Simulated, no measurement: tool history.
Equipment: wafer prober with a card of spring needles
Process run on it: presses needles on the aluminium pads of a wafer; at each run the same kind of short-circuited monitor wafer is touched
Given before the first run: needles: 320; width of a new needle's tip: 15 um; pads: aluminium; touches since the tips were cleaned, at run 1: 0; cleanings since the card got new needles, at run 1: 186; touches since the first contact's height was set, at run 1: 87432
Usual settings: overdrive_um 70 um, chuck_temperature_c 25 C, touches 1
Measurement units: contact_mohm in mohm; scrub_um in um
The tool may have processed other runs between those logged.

run	day	overdrive_um	chuck_temperature_c	touches	touches since the tips were cleaned	cleanings since the card got new needles	touches since the first contact's height was set	contact_mohm	scrub_um
1	0	70	25	1	0	186	87432	287	16.56
# day 0.271: tips cleaned on abrasive film
# day 0.542: tips cleaned on abrasive film
# day 0.762: tips cleaned on abrasive film
# day 0.983: tips cleaned on abrasive film
2	1.033	70	25	1	480	190	96973	299	16.43
# day 1.25: tips cleaned on abrasive film
# day 1.471: tips cleaned on abrasive film
# day 1.742: tips cleaned on abrasive film
# day 2.017: tips cleaned on abrasive film
# day 2.233: tips cleaned on abrasive film
3	2.35	51	25	1	1108	195	109168	392	11.58
# day 2.462: tips cleaned on abrasive film
# day 2.583: height of the first contact set anew
# day 2.696: tips cleaned on abrasive film
# day 2.912: tips cleaned on abrasive film
# day 3.188: tips cleaned on abrasive film
# day 3.404: tips cleaned on abrasive film
4	3.479	51	25	1	685	200	8248	349	12.61
# day 3.642: tips cleaned on abrasive film
# day 3.862: tips cleaned on abrasive film
# day 4.079: tips cleaned on abrasive film
# day 4.354: tips cleaned on abrasive film
5	4.454	70	25	1	956	204	17270	335	17.18
# day 4.621: tips cleaned on abrasive film
# day 4.838: tips cleaned on abrasive film
# day 5.112: tips cleaned on abrasive film
# day 5.329: tips cleaned on abrasive film
6	5.408	70	25	1	727	208	26065	318	16.98
# day 5.575: tips cleaned on abrasive film
# day 5.846: tips cleaned on abrasive film
# day 6.067: tips cleaned on abrasive film
# day 6.338: tips cleaned on abrasive film
# day 6.558: tips cleaned on abrasive film
7	6.712	52	25	1	1447	213	38101	399	12.61
# day 6.821: tips cleaned on abrasive film
# day 7.042: tips cleaned on abrasive film
# day 7.542: card fitted with new needles
# day 7.758: tips cleaned on abrasive film
# day 7.979: tips cleaned on abrasive film
# day 8.2: tips cleaned on abrasive film
# day 8.417: tips cleaned on abrasive film
8	8.454	52	25	1	332	4	8400	303	12.84
# day 8.671: tips cleaned on abrasive film
# day 8.946: tips cleaned on abrasive film
# day 9.217: tips cleaned on abrasive film
9	9.25	52	25	1	298	7	15757	293	12.66
# day 9.467: tips cleaned on abrasive film
# day 9.742: tips cleaned on abrasive film
# day 10.012: tips cleaned on abrasive film
# day 10.233: tips cleaned on abrasive film
10	10.438	52	25	1	1953	11	26787	367	12.57
# day 10.496: tips cleaned on abrasive film
# day 10.717: tips cleaned on abrasive film
# day 10.933: tips cleaned on abrasive film
# day 11.154: tips cleaned on abrasive film
# day 11.425: tips cleaned on abrasive film
11	11.625	52	25	1	1855	16	37717	365	12.63
# day 11.683: tips cleaned on abrasive film
# day 11.9: tips cleaned on abrasive film
# day 12.121: tips cleaned on abrasive film
# day 12.392: tips cleaned on abrasive film
12	12.5	68	25	1	1025	20	45794	305	16.55
# day 12.612: tips cleaned on abrasive film
# day 12.883: tips cleaned on abrasive film
# day 13.104: tips cleaned on abrasive film
# day 13.321: tips cleaned on abrasive film
# day 13.596: tips cleaned on abrasive film
13	13.771	77	32	2	1647	25	57513	300	18.42
# day 13.829: tips cleaned on abrasive film
# day 14.046: tips cleaned on abrasive film
# day 14.317: tips cleaned on abrasive film
# day 14.538: tips cleaned on abrasive film
# day 14.808: tips cleaned on abrasive film
14	14.896	61	64	1	816	30	67909	322	14.56
# day 15.062: tips cleaned on abrasive film
# day 15.333: tips cleaned on abrasive film
# day 15.608: tips cleaned on abrasive film
15	15.7	61	64	1	892	33	75344	320	14.4
# day 15.867: tips cleaned on abrasive film
# day 16.083: tips cleaned on abrasive film
# day 16.304: tips cleaned on abrasive film
16	16.438	59	62	2	1237	36	82127	322	13.86
# day 16.546: tips cleaned on abrasive film
# day 16.767: tips cleaned on abrasive film
# day 16.983: tips cleaned on abrasive film
# day 17.258: tips cleaned on abrasive film
# day 17.5: tips cleaned on abrasive film
17	17.5	70	73	3	0	41	91920	293	16.43
# day 17.771: tips cleaned on abrasive film
# day 17.992: tips cleaned on abrasive film
18	18.042	77	31	2	479	43	96934	283	18.17
# day 18.262: tips cleaned on abrasive film
# day 18.533: tips cleaned on abrasive film
19	18.592	77	31	2	560	45	102029	286	18.21
# day 18.758: tips cleaned on abrasive film
# day 18.979: tips cleaned on abrasive film
# day 19.25: tips cleaned on abrasive film
# day 19.521: tips cleaned on abrasive film
# day 19.588: height of the first contact set anew
# day 19.808: tips cleaned on abrasive film
20	19.833	77	86	3	261	50	2278	300	19.01
# day 20.054: tips cleaned on abrasive film
# day 20.325: tips cleaned on abrasive film
# day 20.6: tips cleaned on abrasive film
# day 20.871: tips cleaned on abrasive film
21	21.071	61	25	1	1878	54	13728	344	15.01
# day 21.129: tips cleaned on abrasive film
# day 21.346: tips cleaned on abrasive film
# day 21.567: tips cleaned on abrasive film
# day 21.788: tips cleaned on abrasive film
# day 22.004: tips cleaned on abrasive film
# day 22.225: tips cleaned on abrasive film
22	22.292	55	40	1	622	60	24938	316	13.27
# day 22.454: tips cleaned on abrasive film
# day 22.675: tips cleaned on abrasive film
# day 22.892: tips cleaned on abrasive film
23	23.017	60	29	1	1180	63	31663	326	14.57
# day 23.129: tips cleaned on abrasive film
# day 23.35: tips cleaned on abrasive film
# day 23.567: tips cleaned on abrasive film
24	23.633	60	29	1	612	66	37317	311	14.33

Per-run results on a tool with no hidden state, each run keeping its own random variation:
The hidden state here: debris on the tips, nm; way that the needles fall short of the set height, um; tips' diameter, um; drift of the gauge itself on contact_mohm, %; drift of the gauge itself on scrub_um, %.
run	contact_mohm	scrub_um
1	276	17.4
2	271	17.35
3	280	12.62
4	278	12.7
5	278	17.36
6	273	17.23
7	278	12.98
8	280	12.94
9	277	12.82
10	283	12.82
11	281	13.01
12	272	17.02
13	276	19.01
14	285	15.24
15	287	15.15
16	288	14.67
17	289	17.35
18	271	19.14
19	272	19.23
20	295	19.03
21	278	15.11
22	283	13.52
23	278	14.89
24	277	14.71

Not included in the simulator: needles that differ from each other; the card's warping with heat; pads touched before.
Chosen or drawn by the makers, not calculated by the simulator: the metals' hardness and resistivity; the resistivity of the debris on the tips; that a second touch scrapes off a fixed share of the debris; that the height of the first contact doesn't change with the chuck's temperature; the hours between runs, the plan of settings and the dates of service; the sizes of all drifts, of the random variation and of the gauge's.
